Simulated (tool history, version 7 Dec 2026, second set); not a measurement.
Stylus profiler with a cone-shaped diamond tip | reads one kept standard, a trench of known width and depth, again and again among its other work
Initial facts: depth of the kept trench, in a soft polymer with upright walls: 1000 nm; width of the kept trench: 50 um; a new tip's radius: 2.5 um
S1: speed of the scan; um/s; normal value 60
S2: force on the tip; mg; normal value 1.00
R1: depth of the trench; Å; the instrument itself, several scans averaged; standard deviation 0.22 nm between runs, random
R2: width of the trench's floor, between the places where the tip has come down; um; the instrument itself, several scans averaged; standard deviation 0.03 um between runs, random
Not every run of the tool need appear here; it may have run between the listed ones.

run   hour   S1    S2       R1     R2
  1    0.0   60  1.00  10062.7  45.83
  2   17.8   60  2.08  10098.5  45.81
  3   59.4   60  2.08  10104.2  45.85
  4   88.7   60  1.35  10076.3  45.81
  5  109.4   60  1.35  10075.4  45.76
  6  143.5   60  1.00  10058.1  45.68
  7  180.7   60  0.76  10044.6  45.69
  8  220.8   60  0.76  10047.6  45.66
  9  240.5   84  0.60  10035.8  45.57
 10  262.4   84  0.60  10038.8  45.47
 11  285.6  156  0.60  10040.0  45.15

What will run 12 give?
 12  321.9  80  0.89   ?   ?

Run 12 produced R1 10047.3 Å, R2 45.64 um.
The same run, on a tool lacking any hidden state, would have yielded R1 10056.6 Å, R2 45.68 um.
